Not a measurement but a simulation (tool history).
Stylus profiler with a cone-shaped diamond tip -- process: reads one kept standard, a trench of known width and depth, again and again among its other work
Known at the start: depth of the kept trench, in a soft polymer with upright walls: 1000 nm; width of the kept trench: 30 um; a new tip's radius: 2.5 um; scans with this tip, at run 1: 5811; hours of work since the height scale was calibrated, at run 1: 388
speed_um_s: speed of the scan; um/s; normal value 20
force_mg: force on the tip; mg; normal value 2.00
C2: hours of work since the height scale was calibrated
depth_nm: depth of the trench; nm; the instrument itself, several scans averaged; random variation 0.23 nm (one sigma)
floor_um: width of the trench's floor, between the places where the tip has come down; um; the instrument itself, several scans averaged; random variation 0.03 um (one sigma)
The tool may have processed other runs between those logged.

Run 1, hour 0.0: usual settings; scans with this tip 5811; C2 388. Result: depth_nm 1008.38 nm, floor_um 26.00 um.
Run 2, hour 107.5: usual settings but force_mg 1.39 mg; scans with this tip 6864; C2 458. Result: depth_nm 1006.60 nm, floor_um 25.96 um.
Run 3, hour 209.5: usual settings but speed_um_s 21 um/s; scans with this tip 7862; C2 525. Result: depth_nm 1008.20 nm, floor_um 25.91 um.
Run 4, hour 318.1: usual settings but speed_um_s 21 um/s; scans with this tip 8926; C2 596. Result: depth_nm 1008.01 nm, floor_um 25.91 um.
Run 5, hour 455.4: usual settings but speed_um_s 53 um/s; scans with this tip 10271; C2 685. Result: depth_nm 1008.22 nm, floor_um 25.81 um.
Run 6, hour 603.6: usual settings but speed_um_s 53 um/s; scans with this tip 11721; C2 782. Result: depth_nm 1007.82 nm, floor_um 25.88 um.
Run 7, hour 706.5: usual settings but force_mg 2.20 mg; scans with this tip 12729; C2 849. Result: depth_nm 1009.00 nm, floor_um 25.93 um.
Run 8, hour 778.1: usual settings but force_mg 2.20 mg; scans with this tip 13430; C2 896. Result: depth_nm 1008.67 nm, floor_um 25.96 um.
At hour 915.6: new tip fitted, height scale calibrated.
Run 9, hour 927.7: usual settings but force_mg 1.40 mg; scans with this tip 118; C2 8. Result: depth_nm 1006.95 nm, floor_um 25.94 um.
Run 10, hour 1068.2: usual settings but force_mg 5.28 mg; scans with this tip 1494; C2 100. Result: depth_nm 1016.27 nm, floor_um 25.97 um.
Run 11, hour 1201.5: usual settings but force_mg 5.28 mg; scans with this tip 2799; C2 187. Result: depth_nm 1016.31 nm, floor_um 25.96 um.
Run 12, hour 1281.1: usual settings but force_mg 5.28 mg; scans with this tip 3579; C2 239. Result: depth_nm 1016.02 nm, floor_um 25.95 um.
Run 13, hour 1386.3: usual settings but force_mg 5.28 mg; scans with this tip 4609; C2 308. Result: depth_nm 1016.44 nm, floor_um 26.01 um.
Run 14, hour 1450.3: usual settings but speed_um_s 58 um/s; scans with this tip 5236; C2 349. Result: depth_nm 1008.16 nm, floor_um 25.86 um.
Run 15, hour 1562.4: usual settings but speed_um_s 58 um/s; scans with this tip 6333; C2 423. Result: depth_nm 1008.89 nm, floor_um 25.85 um.
Run 16, hour 1638.9: usual settings but speed_um_s 58 um/s; scans with this tip 7082; C2 473. Result: depth_nm 1008.37 nm, floor_um 25.92 um.
Run 17, hour 1737.0: usual settings but speed_um_s 58 um/s; scans with this tip 8042; C2 537. Result: depth_nm 1008.60 nm, floor_um 25.82 um.
Run 18, hour 1870.5: usual settings but speed_um_s 58 um/s; scans with this tip 9350; C2 624. Result: depth_nm 1008.29 nm, floor_um 25.85 um.
Run 19, hour 2012.5: usual settings but speed_um_s 58 um/s; scans with this tip 10740; C2 717. Result: depth_nm 1008.23 nm, floor_um 25.86 um.
Run 20, hour 2108.3: usual settings but speed_um_s 58 um/s, force_mg 3.44 mg; scans with this tip 11678; C2 779. Result: depth_nm 1012.39 nm, floor_um 25.96 um.
Run 21, hour 2212.2: usual settings but force_mg 0.71 mg; scans with this tip 12696; C2 847. Result: depth_nm 1004.01 nm, floor_um 25.90 um.
Run 22, hour 2346.4: usual settings but force_mg 0.71 mg; scans with this tip 14010; C2 935. Result: depth_nm 1004.18 nm, floor_um 25.84 um.
At hour 2429.2: new tip fitted, height scale calibrated.
Run 23, hour 2450.7: usual settings but speed_um_s 31 um/s, force_mg 0.71 mg; scans with this tip 211; C2 14. Result: depth_nm 1004.20 nm, floor_um 25.93 um.
Run 24, hour 2560.7: usual settings but speed_um_s 14 um/s, force_mg 0.77 mg; scans with this tip 1288; C2 86. Result: depth_nm 1004.45 nm, floor_um 25.96 um.
Run 25, hour 2659.0: usual settings but speed_um_s 9 um/s, force_mg 2.67 mg; scans with this tip 2250; C2 150. Result: depth_nm 1010.14 nm, floor_um 25.97 um.
Run 26, hour 2729.3: usual settings but speed_um_s 9 um/s, force_mg 2.67 mg; scans with this tip 2939; C2 196. Result: depth_nm 1009.94 nm, floor_um 25.95 um.
Run 27, hour 2845.1: usual settings but speed_um_s 9 um/s, force_mg 2.67 mg; scans with this tip 4073; C2 272. Result: depth_nm 1009.91 nm, floor_um 26.00 um.
Run 28, hour 2946.8: usual settings but speed_um_s 9 um/s, force_mg 2.67 mg; scans with this tip 5069; C2 338. Result: depth_nm 1009.99 nm, floor_um 25.99 um.
Run 29, hour 3075.7: usual settings but speed_um_s 62 um/s, force_mg 0.84 mg; scans with this tip 6331; C2 422. Result: depth_nm 1004.72 nm, floor_um 25.78 um.
Run 30, hour 3175.7: usual settings but speed_um_s 10 um/s, force_mg 1.42 mg; scans with this tip 7310; C2 488. Result: depth_nm 1006.88 nm, floor_um 25.95 um.
Run 31, hour 3302.1: usual settings but speed_um_s 34 um/s, force_mg 5.33 mg; scans with this tip 8548; C2 570. Result: depth_nm 1016.16 nm, floor_um 26.00 um.
Run 32, hour 3370.3: usual settings but speed_um_s 7 um/s, force_mg 4.04 mg; scans with this tip 9215; C2 615. Result: depth_nm 1013.83 nm, floor_um 25.97 um.
Run 33, hour 3452.5: usual settings but speed_um_s 7 um/s, force_mg 4.04 mg; scans with this tip 10021; C2 669. Result: depth_nm 1013.11 nm, floor_um 25.97 um.
Run 34, hour 3528.9: usual settings but force_mg 1.22 mg; scans with this tip 10768; C2 719. Result: depth_nm 1006.39 nm, floor_um 25.90 um.
Run 35, hour 3667.8: usual settings but speed_um_s 7 um/s, force_mg 1.73 mg; scans with this tip 12129; C2 809. Result: depth_nm 1007.59 nm, floor_um 25.99 um.
Run 36, hour 3784.4: usual settings but speed_um_s 7 um/s, force_mg 1.66 mg; scans with this tip 13270; C2 885. Result: depth_nm 1007.23 nm, floor_um 25.93 um.
Run 37, hour 3863.7: usual settings but speed_um_s 9 um/s, force_mg 2.72 mg; scans with this tip 14046; C2 937. Result: depth_nm 1010.36 nm, floor_um 25.96 um.
At hour 3941.0: new tip fitted, height scale calibrated.
Run 38, hour 3963.8: usual settings but speed_um_s 6 um/s, force_mg 1.43 mg; scans with this tip 223; C2 15. Result: depth_nm 1006.51 nm, floor_um 25.99 um.
Run 39, hour 4050.3: usual settings but speed_um_s 21 um/s, force_mg 2.62 mg; scans with this tip 1070; C2 71. Result: depth_nm 1010.79 nm, floor_um 26.00 um.
Run 40, hour 4133.9: usual settings but speed_um_s 41 um/s, force_mg 2.62 mg; scans with this tip 1889; C2 126. Result: depth_nm 1010.01 nm, floor_um 25.88 um.
Run 41, hour 4240.1: usual settings but speed_um_s 17 um/s, force_mg 1.27 mg; scans with this tip 2928; C2 195. Result: depth_nm 1005.97 nm, floor_um 25.97 um.
Run 42, hour 4324.0: usual settings but force_mg 1.83 mg; scans with this tip 3750; C2 250. Result: depth_nm 1007.63 nm, floor_um 25.97 um.
Run 43, hour 4406.7: usual settings but speed_um_s 42 um/s, force_mg 1.05 mg; scans with this tip 4560; C2 304. Result: depth_nm 1005.21 nm, floor_um 25.89 um.
Run 44, hour 4539.5: usual settings but speed_um_s 35 um/s, force_mg 3.32 mg; scans with this tip 5860; C2 391. Result: depth_nm 1011.70 nm, floor_um 25.91 um.
Run 45, hour 4630.1: usual settings but speed_um_s 75 um/s; scans with this tip 6747; C2 450. Result: depth_nm 1008.45 nm, floor_um 25.80 um.
Run 46, hour 4753.0: usual settings but speed_um_s 11 um/s, force_mg 1.67 mg; scans with this tip 7950; C2 531. Result: depth_nm 1007.41 nm, floor_um 25.94 um.

4 options for the next run, each taken on its own from the tool as it stands now. Forecast them:
Run A, hour 4854.0: usual settings but force_mg 1.87 mg; scans with this tip 8940; C2 597. Result: depth_nm ?, floor_um ?.
Run B, hour 4854.0: usual settings but speed_um_s 10 um/s, force_mg 2.38 mg; scans with this tip 8940; C2 597. Result: depth_nm ?, floor_um ?.
Run C, hour 4854.0: usual settings but force_mg 4.12 mg; scans with this tip 8940; C2 597. Result: depth_nm ?, floor_um ?.
Run D, hour 4854.0: usual settings but speed_um_s 7 um/s, force_mg 5.94 mg; scans with this tip 8940; C2 597. Result: depth_nm ?, floor_um ?.

run  depth_nm  floor_um
  A   1007.87     25.91
  B   1009.37     25.96
  C   1013.62     25.96
  D   1017.10     25.92
With the hidden condition removed and each run's random variation left untouched, the same runs would have given:
run  depth_nm  floor_um
  A   1007.88     25.93
  B   1009.38     25.97
  C   1013.63     25.98
  D   1017.11     25.93
